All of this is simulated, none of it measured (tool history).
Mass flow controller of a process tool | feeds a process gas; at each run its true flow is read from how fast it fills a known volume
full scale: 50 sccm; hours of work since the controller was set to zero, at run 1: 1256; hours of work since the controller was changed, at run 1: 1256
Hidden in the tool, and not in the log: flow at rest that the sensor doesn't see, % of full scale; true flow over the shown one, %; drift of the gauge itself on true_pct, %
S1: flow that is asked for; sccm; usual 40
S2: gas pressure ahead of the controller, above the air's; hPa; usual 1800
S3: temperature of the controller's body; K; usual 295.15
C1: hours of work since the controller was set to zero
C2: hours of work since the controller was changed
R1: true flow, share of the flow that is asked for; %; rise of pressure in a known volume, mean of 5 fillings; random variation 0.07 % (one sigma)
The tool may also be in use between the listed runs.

{"run": 1, "day": 0.0, "S1": 40, "S2": 1800, "S3": 295.15, "C1": 1256, "C2": 1256, "R1": 99.27}
{"run": 2, "day": 12.779, "S1": 8, "S2": 1800, "S3": 295.15, "C1": 1490, "C2": 1490, "R1": 96.03}
{"run": 3, "day": 30.912, "S1": 40, "S2": 1800, "S3": 295.15, "C1": 1822, "C2": 1822, "R1": 99.24}
{"run": 4, "day": 44.808, "S1": 40, "S2": 2480, "S3": 295.15, "C1": 2077, "C2": 2077, "R1": 98.88}
{"run": 5, "day": 65.1, "S1": 40, "S2": 2480, "S3": 295.15, "C1": 2449, "C2": 2449, "R1": 99}
{"run": 6, "day": 82.367, "S1": 40, "S2": 2480, "S3": 295.15, "C1": 2766, "C2": 2766, "R1": 98.94}
{"run": 7, "day": 93.446, "S1": 40, "S2": 2480, "S3": 295.15, "C1": 2969, "C2": 2969, "R1": 99.01}
{"run": 8, "day": 112.525, "S1": 40, "S2": 2160, "S3": 295.15, "C1": 3319, "C2": 3319, "R1": 99.13}
{"run": 9, "day": 132.8, "S1": 40, "S2": 2210, "S3": 295.15, "C1": 3691, "C2": 3691, "R1": 99.16}
{"run": 10, "day": 150.442, "S1": 40, "S2": 2210, "S3": 295.15, "C1": 4014, "C2": 4014, "R1": 99.11}
{"run": 11, "day": 165.962, "S1": 10, "S2": 1800, "S3": 295.15, "C1": 4299, "C2": 4299, "R1": 95.56}
{"run": 12, "day": 186.329, "S1": 10, "S2": 1800, "S3": 295.15, "C1": 4672, "C2": 4672, "R1": 95.56}
{"run": 13, "day": 201.5, "S1": 10, "S2": 1800, "S3": 295.15, "C1": 4950, "C2": 4950, "R1": 95.47}
{"run": 14, "day": 210.662, "S1": 10, "S2": 1800, "S3": 295.15, "C1": 5118, "C2": 5118, "R1": 95.34}
{"day": 224.988, "done": "controller's zero set anew"}
{"run": 15, "day": 226.925, "S1": 10, "S2": 1800, "S3": 295.15, "C1": 36, "C2": 5416, "R1": 93.44}
{"run": 16, "day": 244.617, "S1": 10, "S2": 1400, "S3": 295.15, "C1": 360, "C2": 5741, "R1": 93.44}
{"day": 256.375, "done": "controller's zero set anew, once more"}
{"run": 17, "day": 262.512, "S1": 40, "S2": 1800, "S3": 303.15, "C1": 113, "C2": 6068, "R1": 100.85}
{"run": 18, "day": 279.738, "S1": 40, "S2": 1800, "S3": 303.15, "C1": 428, "C2": 6384, "R1": 100.97}
{"run": 19, "day": 294.604, "S1": 40, "S2": 1800, "S3": 303.15, "C1": 701, "C2": 6657, "R1": 100.98}
{"run": 20, "day": 313.096, "S1": 40, "S2": 1800, "S3": 297.15, "C1": 1040, "C2": 6996, "R1": 100.16}
{"run": 21, "day": 323.004, "S1": 39, "S2": 1800, "S3": 295.15, "C1": 1222, "C2": 7178, "R1": 100.14}
{"run": 22, "day": 337.742, "S1": 39, "S2": 1800, "S3": 295.15, "C1": 1492, "C2": 7448, "R1": 100.04}
{"run": 23, "day": 357.833, "S1": 22, "S2": 1800, "S3": 295.15, "C1": 1860, "C2": 7816, "R1": 98.66}
{"run": 24, "day": 373.958, "S1": 22, "S2": 1800, "S3": 295.15, "C1": 2156, "C2": 8112, "R1": 98.68}
{"run": 25, "day": 388.696, "S1": 28, "S2": 2150, "S3": 294.15, "C1": 2426, "C2": 8382, "R1": 99.03}
{"run": 26, "day": 400.708, "S1": 28, "S2": 2150, "S3": 294.15, "C1": 2647, "C2": 8602, "R1": 99.01}
{"run": 27, "day": 417.567, "S1": 6, "S2": 2150, "S3": 296.15, "C1": 2956, "C2": 8912, "R1": 95.61}
{"run": 28, "day": 426.646, "S1": 6, "S2": 1970, "S3": 301.15, "C1": 3122, "C2": 9078, "R1": 96.09}
{"run": 29, "day": 438.304, "S1": 40, "S2": 2770, "S3": 295.15, "C1": 3336, "C2": 9292, "R1": 99.92}
{"run": 30, "day": 453.771, "S1": 40, "S2": 2770, "S3": 295.15, "C1": 3620, "C2": 9575, "R1": 99.91}
{"run": 31, "day": 474.038, "S1": 40, "S2": 2770, "S3": 295.15, "C1": 3991, "C2": 9947, "R1": 99.93}
{"run": 32, "day": 487.554, "S1": 40, "S2": 2770, "S3": 295.15, "C1": 4239, "C2": 10195, "R1": 99.93}
{"run": 33, "day": 499.667, "S1": 40, "S2": 2770, "S3": 295.15, "C1": 4461, "C2": 10417, "R1": 99.82}
{"run": 34, "day": 515.421, "S1": 40, "S2": 1880, "S3": 297.15, "C1": 4750, "C2": 10706, "R1": 100.23}
{"run": 35, "day": 527.679, "S1": 40, "S2": 1880, "S3": 297.15, "C1": 4975, "C2": 10931, "R1": 100.53}
{"run": 36, "day": 541.662, "S1": 40, "S2": 2030, "S3": 306.15, "C1": 5231, "C2": 11187, "R1": 101.31}
{"day": 549.512, "done": "controller's zero set anew"}
{"run": 37, "day": 552.512, "S1": 42, "S2": 2690, "S3": 293.15, "C1": 55, "C2": 11386, "R1": 100.54}
{"run": 38, "day": 566.196, "S1": 12, "S2": 2690, "S3": 293.15, "C1": 306, "C2": 11637, "R1": 98.35}
{"run": 39, "day": 584.821, "S1": 40, "S2": 2640, "S3": 298.15, "C1": 647, "C2": 11978, "R1": 100.9}
{"run": 40, "day": 601.2, "S1": 40, "S2": 2640, "S3": 298.15, "C1": 948, "C2": 12278, "R1": 100.94}
{"run": 41, "day": 618.871, "S1": 40, "S2": 2640, "S3": 298.15, "C1": 1272, "C2": 12602, "R1": 101.01}
{"run": 42, "day": 633.804, "S1": 7, "S2": 1690, "S3": 310.15, "C1": 1546, "C2": 12876, "R1": 99.13}
{"run": 43, "day": 647.008, "S1": 8, "S2": 1770, "S3": 303.15, "C1": 1788, "C2": 13118, "R1": 98.52}
{"run": 44, "day": 658.608, "S1": 18, "S2": 2060, "S3": 304.15, "C1": 2000, "C2": 13331, "R1": 99.99}
{"run": 45, "day": 678.779, "S1": 18, "S2": 2700, "S3": 304.15, "C1": 2370, "C2": 13701, "R1": 99.59}
{"run": 46, "day": 687.2, "S1": 18, "S2": 2700, "S3": 304.15, "C1": 2525, "C2": 13855, "R1": 99.56}
{"run": 47, "day": 703.438, "S1": 31, "S2": 2560, "S3": 302.15, "C1": 2822, "C2": 14153, "R1": 100.73}
{"run": 48, "day": 713.325, "S1": 31, "S2": 2560, "S3": 302.15, "C1": 3004, "C2": 14334, "R1": 100.81}

3 ways to go on from here, each from the tool as it stands after run 48. What would each give?
{"run": "A", "day": 725.508, "S1": 37, "S2": 1810, "S3": 302.15, "C1": 3227, "C2": 14558, "R1": "?"}
{"run": "B", "day": 725.508, "S1": 5, "S2": 1750, "S3": 304.15, "C1": 3227, "C2": 14558, "R1": "?"}
{"run": "C", "day": 725.508, "S1": 11, "S2": 1610, "S3": 295.15, "C1": 3227, "C2": 14558, "R1": "?"}

run=A R1=101.4
run=B R1=96.36
run=C R1=98.08
Without the tool's hidden state the same runs would have given:
run=A R1=99.44
run=B R1=97.58
run=C R1=97.29
